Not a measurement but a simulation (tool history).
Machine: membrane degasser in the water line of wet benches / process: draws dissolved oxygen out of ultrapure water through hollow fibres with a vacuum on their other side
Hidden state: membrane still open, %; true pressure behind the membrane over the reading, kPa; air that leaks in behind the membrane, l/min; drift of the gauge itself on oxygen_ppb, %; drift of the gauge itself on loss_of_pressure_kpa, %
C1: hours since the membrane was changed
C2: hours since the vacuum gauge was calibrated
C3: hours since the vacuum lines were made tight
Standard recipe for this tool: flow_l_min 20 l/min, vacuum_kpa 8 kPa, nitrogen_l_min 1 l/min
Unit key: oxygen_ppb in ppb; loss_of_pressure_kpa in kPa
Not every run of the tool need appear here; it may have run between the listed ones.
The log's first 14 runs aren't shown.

{"run": 15, "hour": 1650.8, "flow_l_min": 20, "vacuum_kpa": 8, "nitrogen_l_min": 1, "C1": 8014, "C2": 253, "C3": 3165, "oxygen_ppb": 224.4, "loss_of_pressure_kpa": 29.47}
{"run": 16, "hour": 1791.7, "flow_l_min": 20, "vacuum_kpa": 8, "nitrogen_l_min": 1, "C1": 8155, "C2": 394, "C3": 3306, "oxygen_ppb": 226.2, "loss_of_pressure_kpa": 29.9}
{"run": 17, "hour": 1875.4, "flow_l_min": 17, "vacuum_kpa": 8, "nitrogen_l_min": 1, "C1": 8239, "C2": 478, "C3": 3389, "oxygen_ppb": 192.1, "loss_of_pressure_kpa": 25.11}
{"run": 18, "hour": 1993.0, "flow_l_min": 17, "vacuum_kpa": 6.27, "nitrogen_l_min": 0.53, "C1": 8356, "C2": 595, "C3": 3507, "oxygen_ppb": 213.6, "loss_of_pressure_kpa": 24.87}
{"run": 19, "hour": 2130.7, "flow_l_min": 14, "vacuum_kpa": 6.56, "nitrogen_l_min": 0.5, "C1": 8494, "C2": 733, "C3": 3645, "oxygen_ppb": 204.4, "loss_of_pressure_kpa": 20.34}
{"run": 20, "hour": 2226.5, "flow_l_min": 27, "vacuum_kpa": 8, "nitrogen_l_min": 1, "C1": 8590, "C2": 829, "C3": 3741, "oxygen_ppb": 313.2, "loss_of_pressure_kpa": 40.06}
{"run": 21, "hour": 2333.1, "flow_l_min": 18, "vacuum_kpa": 16.88, "nitrogen_l_min": 1, "C1": 8696, "C2": 935, "C3": 3847, "oxygen_ppb": 550.2, "loss_of_pressure_kpa": 27.1}
{"run": 22, "hour": 2494.2, "flow_l_min": 18, "vacuum_kpa": 16.88, "nitrogen_l_min": 1, "C1": 8858, "C2": 1096, "C3": 4008, "oxygen_ppb": 545.8, "loss_of_pressure_kpa": 26.83}
{"run": 23, "hour": 2646.3, "flow_l_min": 18, "vacuum_kpa": 16.88, "nitrogen_l_min": 1, "C1": 9010, "C2": 1248, "C3": 4160, "oxygen_ppb": 549.8, "loss_of_pressure_kpa": 26.79}
{"run": 24, "hour": 2801.6, "flow_l_min": 20, "vacuum_kpa": 14.07, "nitrogen_l_min": 1, "C1": 9165, "C2": 1404, "C3": 4316, "oxygen_ppb": 488.5, "loss_of_pressure_kpa": 30.11}
{"run": 25, "hour": 2915.7, "flow_l_min": 30, "vacuum_kpa": 8, "nitrogen_l_min": 1, "C1": 9279, "C2": 1518, "C3": 4430, "oxygen_ppb": 355.6, "loss_of_pressure_kpa": 45.02}
{"run": 26, "hour": 3083.4, "flow_l_min": 25, "vacuum_kpa": 8, "nitrogen_l_min": 2.75, "C1": 9447, "C2": 1686, "C3": 4597, "oxygen_ppb": 141.3, "loss_of_pressure_kpa": 37.76}
{"run": 27, "hour": 3206.3, "flow_l_min": 25, "vacuum_kpa": 8, "nitrogen_l_min": 2.75, "C1": 9570, "C2": 1809, "C3": 4720, "oxygen_ppb": 142.2, "loss_of_pressure_kpa": 37.34}
{"run": 28, "hour": 3280.9, "flow_l_min": 23, "vacuum_kpa": 8.22, "nitrogen_l_min": 0.41, "C1": 9644, "C2": 1883, "C3": 4795, "oxygen_ppb": 533.9, "loss_of_pressure_kpa": 34.49}
{"run": 29, "hour": 3445.9, "flow_l_min": 23, "vacuum_kpa": 11.64, "nitrogen_l_min": 0.41, "C1": 9809, "C2": 2048, "C3": 4960, "oxygen_ppb": 849, "loss_of_pressure_kpa": 35.26}
{"run": 30, "hour": 3583.5, "flow_l_min": 25, "vacuum_kpa": 11.51, "nitrogen_l_min": 1, "C1": 9947, "C2": 2186, "C3": 5097, "oxygen_ppb": 477.9, "loss_of_pressure_kpa": 37.74}
{"run": 31, "hour": 3745.0, "flow_l_min": 20, "vacuum_kpa": 6.94, "nitrogen_l_min": 0.69, "C1": 10108, "C2": 2347, "C3": 5259, "oxygen_ppb": 251.6, "loss_of_pressure_kpa": 30.28}
{"hour": 3855.5, "done": "seals of the vacuum lines changed"}
{"run": 32, "hour": 3893.8, "flow_l_min": 20, "vacuum_kpa": 8.53, "nitrogen_l_min": 1, "C1": 10255, "C2": 2494, "C3": 38, "oxygen_ppb": 257.7, "loss_of_pressure_kpa": 30.44}

What if the next run were any one of these 3? Each begins from the tool's condition after run 32:
{"run": "A", "hour": 4028.8, "flow_l_min": 25, "vacuum_kpa": 14.63, "nitrogen_l_min": 0.84, "C1": 10390, "C2": 2629, "C3": 173, "oxygen_ppb": "?", "loss_of_pressure_kpa": "?"}
{"run": "B", "hour": 4028.8, "flow_l_min": 20, "vacuum_kpa": 6.74, "nitrogen_l_min": 0.65, "C1": 10390, "C2": 2629, "C3": 173, "oxygen_ppb": "?", "loss_of_pressure_kpa": "?"}
{"run": "C", "hour": 4028.8, "flow_l_min": 20, "vacuum_kpa": 8, "nitrogen_l_min": 2.59, "C1": 10390, "C2": 2629, "C3": 173, "oxygen_ppb": "?", "loss_of_pressure_kpa": "?"}

run=A oxygen_ppb=715.6 loss_of_pressure_kpa=37.57
run=B oxygen_ppb=255.8 loss_of_pressure_kpa=30.23
run=C oxygen_ppb=109.3 loss_of_pressure_kpa=30.52
Without the tool's hidden state the same runs would have given:
run=A oxygen_ppb=691 loss_of_pressure_kpa=34.16
run=B oxygen_ppb=235.1 loss_of_pressure_kpa=27.5
run=C oxygen_ppb=97.7 loss_of_pressure_kpa=27.78
